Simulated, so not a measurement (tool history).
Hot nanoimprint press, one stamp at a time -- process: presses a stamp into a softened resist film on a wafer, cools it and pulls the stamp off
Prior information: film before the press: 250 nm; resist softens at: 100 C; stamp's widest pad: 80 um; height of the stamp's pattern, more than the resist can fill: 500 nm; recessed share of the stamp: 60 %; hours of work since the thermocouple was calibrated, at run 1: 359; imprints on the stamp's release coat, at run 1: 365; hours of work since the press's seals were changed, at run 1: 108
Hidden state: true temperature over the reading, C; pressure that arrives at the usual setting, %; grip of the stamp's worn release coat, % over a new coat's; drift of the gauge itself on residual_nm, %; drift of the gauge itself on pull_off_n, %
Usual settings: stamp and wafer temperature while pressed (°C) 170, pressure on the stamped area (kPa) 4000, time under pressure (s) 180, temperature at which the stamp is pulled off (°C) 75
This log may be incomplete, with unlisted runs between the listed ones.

run     day  stamp and wafer temperature while pressed (°C)  pressure on the stamped area (kPa)  time under pressure (s)  temperature at which the stamp is pulled off (°C)  hours of work since the thermocouple was calibrated  imprints on the stamp's release coat  hours of work since the press's seals were changed  resist left under the stamp's widest pad (angstrom)  greatest force while the stamp is pulled off (N)
  1       0                                             170                                4000                      180                                                 75                                                  359                                   365                                                 108                                                 1222                                               262
  2   0.471                                             170                                4000                      239                                                 75                                                  364                                   383                                                 113                                                 1083                                               263
  3   0.833                                             170                                4000                      180                                                 75                                                  367                                   397                                                 117                                                 1211                                               267
  4   1.446                                             170                                4000                      180                                                 75                                                  374                                   421                                                 123                                                 1194                                               258
  5   2.008                                             170                                4000                      180                                                 75                                                  380                                   444                                                 129                                                 1205                                               260
  6   2.475                                             170                                4000                      180                                                 75                                                  385                                   462                                                 134                                                 1207                                               261
  7   3.088                                             170                                4000                      180                                                 75                                                  391                                   486                                                 140                                                 1211                                               255
  8   3.571                                             163                                4000                      180                                                 75                                                  396                                   505                                                 146                                                 1469                                               256
  9   4.196                                             170                                4000                      180                                                 75                                                  403                                   530                                                 152                                                 1222                                               263
      4.425  -- plate thermocouple calibrated
 10   4.675                                             170                                4000                      180                                                 75                                                    3                                   544                                                 156                                                 1180                                               258
 11   5.421                                             170                                4000                      180                                                 75                                                   10                                   573                                                 164                                                 1171                                               256
 12   6.088                                             170                                3780                      180                                                 75                                                   17                                   599                                                 171                                                 1195                                               265
 13   6.817                                             170                                3780                      180                                                 75                                                   25                                   628                                                 178                                                 1196                                               264
 14   7.267                                             170                                2820                      180                                                 75                                                   30                                   646                                                 183                                                 1373                                               262
 15     7.7                                             170                                5000                      180                                                 75                                                   34                                   663                                                 187                                                 1078                                               268
 16   8.417                                             170                                3050                      180                                                 75                                                   42                                   691                                                 195                                                 1318                                               264
 17   9.038                                             172                                4290                      109                                                 70                                                   48                                   715                                                 201                                                 1308                                               281
 18   9.404                                             172                                3350                      109                                                 61                                                   52                                   730                                                 205                                                 1426                                               352
 19  10.188                                             172                                3350                      109                                                 61                                                   60                                   761                                                 213                                                 1440                                               345
 20  10.621                                             163                                5380                      192                                                 75                                                   65                                   778                                                 218                                                 1256                                               257
 21  10.979                                             168                                3180                      197                                                 79                                                   69                                   792                                                 222                                                 1345                                               245
 22  11.538                                             168                                3180                      197                                                 79                                                   74                                   814                                                 227                                                 1341                                               241
 23  11.938                                             168                                3180                      197                                                 79                                                   79                                   830                                                 232                                                 1336                                               241
 24  12.646                                             168                                3180                      166                                                 80                                                   86                                   858                                                 239                                                 1430                                               242
 25  12.992                                             168                                3180                      166                                                 80                                                   90                                   871                                                 243                                                 1439                                               242
 26  13.354                                             159                                2900                      262                                                 71                                                   93                                   885                                                 246                                                 1611                                               298
 27  13.821                                             160                                4580                      162                                                 75                                                   98                                   904                                                 251                                                 1530                                               280
 28  14.258                                             160                                4580                      162                                                 75                                                  103                                   921                                                 256                                                 1552                                               271
 29  14.592                                             160                                4580                      162                                                 75                                                  106                                   934                                                 259                                                 1533                                               270

Forecast each of these 5 alternatives for the next run:
  A  14.954                                             170                                4000                      197                                                 74                                                  110                                   948                                                 263                                                    ?                                                 ?
  B  14.954                                             170                                4000                      101                                                 75                                                  110                                   948                                                 263                                                    ?                                                 ?
  C  14.954                                             167                                4580                      204                                                 72                                                  110                                   948                                                 263                                                    ?                                                 ?
  D  14.954                                             160                                3930                      292                                                 75                                                  110                                   948                                                 263                                                    ?                                                 ?
  E  14.954                                             176                                4580                      162                                                 75                                                  110                                   948                                                 263                                                    ?                                                 ?

run  resist left under the stamp's widest pad (angstrom)  greatest force while the stamp is pulled off (N)
  A                                                 1149                                               276
  B                                                 1454                                               271
  C                                                 1163                                               297
  D                                                 1330                                               267
  E                                                  988                                               275
Had the tool no hidden state, the same runs would have come out as:
run  resist left under the stamp's widest pad (angstrom)  greatest force while the stamp is pulled off (N)
  A                                                 1123                                               243
  B                                                 1426                                               239
  C                                                 1134                                               262
  D                                                 1300                                               235
  E                                                  965                                               242
